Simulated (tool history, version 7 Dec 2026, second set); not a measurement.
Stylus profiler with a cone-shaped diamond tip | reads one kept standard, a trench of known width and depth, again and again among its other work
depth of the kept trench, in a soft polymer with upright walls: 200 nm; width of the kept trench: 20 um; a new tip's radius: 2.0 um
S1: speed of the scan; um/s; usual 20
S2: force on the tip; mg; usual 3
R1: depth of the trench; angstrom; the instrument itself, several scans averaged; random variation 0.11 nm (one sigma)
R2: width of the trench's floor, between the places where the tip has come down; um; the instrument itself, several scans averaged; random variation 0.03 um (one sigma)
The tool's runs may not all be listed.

| run | hour | S1 | S2 | R1 | R2 |
|---|---|---|---|---|---|
| 1 | 0 | 20 | 3 | 2039.6 | 17.72 |
| 2 | 12.5 | 16 | 3 | 2040.7 | 17.69 |
| 3 | 20.8 | 16 | 3 | 2039 | 17.72 |
| 4 | 36.6 | 16 | 3 | 2039.5 | 17.71 |
| 5 | 48.3 | 56 | 3 | 2040.9 | 17.54 |
| 6 | 60.3 | 20 | 7.84 | 2063.3 | 17.7 |
| 7 | 71.9 | 20 | 7.84 | 2065.3 | 17.67 |
| 8 | 83.3 | 20 | 3.23 | 2043.8 | 17.7 |
| 9 | 93.7 | 20 | 3.23 | 2040.8 | 17.69 |
| 10 | 107.5 | 68 | 3 | 2039.7 | 17.48 |
| 11 | 122.9 | 68 | 3 | 2042 | 17.49 |
| 12 | 136.9 | 68 | 3 | 2040.6 | 17.54 |
| 13 | 143.7 | 68 | 3 | 2040 | 17.5 |
| 14 | 150.7 | 20 | 5.22 | 2052.9 | 17.69 |
| 15 | 167.3 | 20 | 5.22 | 2053 | 17.72 |
| 16 | 174.2 | 20 | 5.22 | 2054.1 | 17.64 |
| 17 | 182.2 | 20 | 5.22 | 2051.7 | 17.71 |
| 18 | 198.5 | 20 | 4.16 | 2047.8 | 17.7 |
| 19 | 211.2 | 20 | 1.64 | 2031.6 | 17.65 |
| 20 | 223.4 | 20 | 1.86 | 2032.7 | 17.61 |
| 21 | 239.8 | 20 | 1.86 | 2032.4 | 17.64 |
| 22 | 248.4 | 20 | 3 | 2040.4 | 17.71 |
| 23 | 261 | 20 | 1.65 | 2029.7 | 17.61 |
| 24 | 277.4 | 20 | 7.69 | 2064 | 17.69 |
| 25 | 289 | 52 | 3 | 2040.6 | 17.51 |
| 26 | 298.8 | 61 | 2.5 | 2038.2 | 17.49 |
| 27 | 312.2 | 61 | 2.5 | 2038 | 17.51 |
| 28 | 327.5 | 33 | 3.81 | 2045 | 17.58 |
| 29 | 336.6 | 44 | 1.87 | 2034 | 17.51 |
| 30 | 350.1 | 15 | 1.87 | 2034.5 | 17.6 |
| 31 | 359.7 | 15 | 1.87 | 2033.8 | 17.72 |
| 32 | 369.3 | 14 | 8.13 | 2067 | 17.71 |
| 33 | 384.9 | 17 | 2.14 | 2033.2 | 17.62 |
| 34 | 393.1 | 17 | 2.14 | 2033.3 | 17.64 |
| 35 | 404.9 | 17 | 2.14 | 2036.1 | 17.62 |
| 36 | 419.1 | 17 | 2.14 | 2036.6 | 17.57 |
| 37 | 435.1 | 17 | 2.14 | 2035.2 | 17.68 |
| 38 | 443.5 | 14 | 5.93 | 2057.5 | 17.7 |
| 39 | 456.5 | 7 | 1.41 | 2032.4 | 17.68 |
| 40 | 463.6 | 7 | 1.82 | 2034.4 | 17.62 |
| 41 | 474.8 | 7 | 1.82 | 2034.6 | 17.63 |
| 42 | 483.9 | 31 | 5.65 | 2055.9 | 17.61 |
| 43 | 495.1 | 5 | 3.54 | 2043.6 | 17.67 |
| 44 | 509.1 | 5 | 3.54 | 2044.4 | 17.68 |
| 45 | 523.9 | 20 | 1.78 | 2034.8 | 17.6 |
| 46 | 539.7 | 20 | 1.78 | 2034.1 | 17.59 |
| 47 | 556.5 | 69 | 1.57 | 2032.2 | 17.38 |

Hidden state or all else? Some run-to-run changes of R1, split into what the settings, what came in and random variation would give without the hidden state, and what is left for the hidden state (with any gauge scatter that isn't in both results):
The hidden state here: radius of the tip, um; height scale over the true one, %; drift of the gauge itself on depth_nm, %; drift of the gauge itself on floor_um, %.
Run 5 -> 6: S1 56 -> 20, S2 3 -> 7.84. R1 +22.4 angstrom: hidden state +0.2, all else +22.2.
Run 23 -> 24: S2 1.65 -> 7.69. R1 +34.3 angstrom: hidden state +0.3, all else +34.
Run 31 -> 32: S1 15 -> 14, S2 1.87 -> 8.13. R1 +33.2 angstrom: hidden state +0.3, all else +32.9.
Run 32 -> 33: S1 14 -> 17, S2 8.13 -> 2.14. R1 -33.8 angstrom: hidden state -0.1, all else -33.7.
